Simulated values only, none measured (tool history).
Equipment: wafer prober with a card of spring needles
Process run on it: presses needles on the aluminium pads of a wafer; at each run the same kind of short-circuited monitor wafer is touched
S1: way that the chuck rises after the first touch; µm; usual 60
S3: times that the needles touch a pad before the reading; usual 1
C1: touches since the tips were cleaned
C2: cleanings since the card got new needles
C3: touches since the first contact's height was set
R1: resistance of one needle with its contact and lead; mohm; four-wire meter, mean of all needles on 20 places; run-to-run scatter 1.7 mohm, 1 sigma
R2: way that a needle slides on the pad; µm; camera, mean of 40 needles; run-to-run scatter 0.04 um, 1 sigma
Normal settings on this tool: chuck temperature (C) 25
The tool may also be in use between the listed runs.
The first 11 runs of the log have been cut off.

At day 10.442: tips cleaned on abrasive film.
Run 12, day 11.375: usual settings but S1 57 µm; C1 7005; C2 15; C3 140218. Result: R1 226 mohm, R2 9.26 µm.
At day 11.596: tips cleaned on abrasive film.
Run 13, day 12.446: usual settings; C1 6398; C2 16; C3 148235. Result: R1 219 mohm, R2 9.70 µm.
At day 12.704: tips cleaned on abrasive film.
Run 14, day 13.200: usual settings; C1 3720; C2 17; C3 153854. Result: R1 208 mohm, R2 9.74 µm.
At day 13.908: tips cleaned on abrasive film.
Run 15, day 14.117: usual settings but chuck temperature (C) 112; C1 1574; C2 18; C3 160700. Result: R1 206 mohm, R2 9.60 µm.
Run 16, day 14.967: usual settings but chuck temperature (C) 112; C1 7965; C2 18; C3 167091. Result: R1 238 mohm, R2 9.69 µm.
At day 15.088: tips cleaned on abrasive film.
Run 17, day 16.033: usual settings but chuck temperature (C) 112; C1 7102; C2 19; C3 175077. Result: R1 238 mohm, R2 9.61 µm.
At day 16.221: tips cleaned on abrasive film.
Run 18, day 16.829: usual settings but S1 55 µm, chuck temperature (C) 48, S3 2; C1 4594; C2 20; C3 181024. Result: R1 210 mohm, R2 8.75 µm.
At day 17.354: tips cleaned on abrasive film.
Run 19, day 17.892: usual settings but S1 47 µm, chuck temperature (C) 28; C1 4033; C2 21; C3 188962. Result: R1 239 mohm, R2 7.39 µm.
At day 18.492: tips cleaned on abrasive film.
Run 20, day 18.721: usual settings but S1 43 µm, chuck temperature (C) 112, S3 3; C1 1717; C2 22; C3 195150. Result: R1 210 mohm, R2 6.73 µm.
At day 18.942: height of the first contact set anew.
At day 19.629: tips cleaned on abrasive film.
Run 21, day 19.746: usual settings but S1 44 µm; C1 865; C2 23; C3 6012. Result: R1 198 mohm, R2 7.33 µm.
Run 22, day 20.704: usual settings; C1 8071; C2 23; C3 13218. Result: R1 220 mohm, R2 9.99 µm.
At day 20.829: tips cleaned on abrasive film.
Run 23, day 21.796: usual settings; C1 7281; C2 24; C3 21389. Result: R1 219 mohm, R2 9.89 µm.
At day 22.004: tips cleaned on abrasive film.
Run 24, day 22.962: usual settings but chuck temperature (C) 28, S3 2; C1 7168; C2 25; C3 30098. Result: R1 203 mohm, R2 9.90 µm.
At day 23.179: tips cleaned on abrasive film.
Run 25, day 23.842: usual settings but S1 45 µm, chuck temperature (C) 59, S3 3; C1 4980; C2 26; C3 36692. Result: R1 208 mohm, R2 7.40 µm.
At day 24.312: tips cleaned on abrasive film.
Run 26, day 24.867: usual settings but S1 59 µm, chuck temperature (C) 56; C1 4141; C2 27; C3 44334. Result: R1 216 mohm, R2 9.79 µm.

Expected results for the next run?
At day 25.450: tips cleaned on abrasive film.
Run 27, day 26.188: usual settings but S1 59 µm, chuck temperature (C) 56; C1 5530; C2 28; C3 54230. Result: R1 ?, R2 ?.

Run 27 came out at R1 225 mohm, R2 9.69 µm.
With no hidden state in the tool, this same run would have given R1 181 mohm, R2 9.80 µm.
